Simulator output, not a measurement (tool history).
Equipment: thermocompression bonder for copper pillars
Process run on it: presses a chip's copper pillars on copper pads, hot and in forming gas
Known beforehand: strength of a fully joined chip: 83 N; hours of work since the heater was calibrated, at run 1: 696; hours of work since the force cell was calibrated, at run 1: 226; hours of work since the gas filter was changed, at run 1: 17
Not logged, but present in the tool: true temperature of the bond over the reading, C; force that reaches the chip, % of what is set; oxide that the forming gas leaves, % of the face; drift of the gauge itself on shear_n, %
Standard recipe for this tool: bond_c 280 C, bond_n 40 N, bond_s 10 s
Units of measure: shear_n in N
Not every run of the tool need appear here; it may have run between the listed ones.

| run | hour | bond_c | bond_n | bond_s | hours of work since the heater was calibrated | hours of work since the force cell was calibrated | hours of work since the gas filter was changed | shear_n |
|---|---|---|---|---|---|---|---|---|
| 1 | 0.0 | 280 | 40 | 10 | 696 | 226 | 17 | 31.5 |
| 2 | 7.4 | 280 | 40 | 10 | 700 | 230 | 21 | 32.9 |
| 3 | 13.6 | 280 | 40 | 10 | 704 | 234 | 25 | 33.1 |
| 4 | 21.6 | 280 | 40 | 8 | 709 | 239 | 30 | 28.8 |
| 5 | 28.0 | 280 | 34 | 10 | 713 | 243 | 34 | 26.5 |
| 6 | 33.3 | 280 | 34 | 10 | 716 | 246 | 38 | 27.1 |
| 7 | 42.7 | 280 | 40 | 10 | 722 | 252 | 44 | 32.7 |
| 8 | 47.0 | 280 | 40 | 10 | 725 | 255 | 46 | 32.5 |
| 9 | 56.7 | 280 | 40 | 10 | 731 | 261 | 52 | 32.9 |
| 10 | 65.6 | 280 | 40 | 10 | 737 | 267 | 58 | 32.2 |
|  | 75.6 | heater calibrated with a thermocouple chip |
| 11 | 76.5 | 280 | 40 | 10 | 1 | 272 | 64 | 35.5 |
| 12 | 83.4 | 270 | 40 | 10 | 5 | 277 | 68 | 30.0 |
| 13 | 89.8 | 280 | 40 | 26 | 9 | 281 | 72 | 47.7 |
| 14 | 94.2 | 280 | 40 | 26 | 12 | 283 | 75 | 48.0 |
| 15 | 99.5 | 280 | 40 | 26 | 15 | 287 | 78 | 49.3 |
| 16 | 105.5 | 298 | 40 | 7 | 19 | 291 | 82 | 39.2 |
| 17 | 110.3 | 255 | 37 | 27 | 22 | 294 | 85 | 32.3 |
| 18 | 118.5 | 279 | 28 | 7 | 27 | 299 | 90 | 20.6 |
| 19 | 123.1 | 283 | 46 | 11 | 30 | 302 | 93 | 42.0 |
| 20 | 127.4 | 272 | 40 | 10 | 33 | 304 | 96 | 31.1 |
| 21 | 136.6 | 280 | 40 | 21 | 38 | 310 | 101 | 45.0 |
| 22 | 142.8 | 273 | 36 | 10 | 42 | 314 | 105 | 27.5 |

Here are 5 independent what-if runs from the current tool condition. What would each one return?
| A | 150.4 | 301 | 28 | 10 | 47 | 319 | 110 | ? |
| B | 150.4 | 280 | 26 | 14 | 47 | 319 | 110 | ? |
| C | 150.4 | 292 | 36 | 10 | 47 | 319 | 110 | ? |
| D | 150.4 | 252 | 39 | 16 | 47 | 319 | 110 | ? |
| E | 150.4 | 275 | 27 | 15 | 47 | 319 | 110 | ? |

| run | shear_n |
|---|---|
| A | 33.0 |
| B | 25.3 |
| C | 37.4 |
| D | 25.9 |
| E | 24.8 |
With the hidden condition removed and each run's random variation left untouched, the same runs would have given:
| run | shear_n |
|---|---|
| A | 34.8 |
| B | 26.8 |
| C | 39.4 |
| D | 27.4 |
| E | 26.3 |

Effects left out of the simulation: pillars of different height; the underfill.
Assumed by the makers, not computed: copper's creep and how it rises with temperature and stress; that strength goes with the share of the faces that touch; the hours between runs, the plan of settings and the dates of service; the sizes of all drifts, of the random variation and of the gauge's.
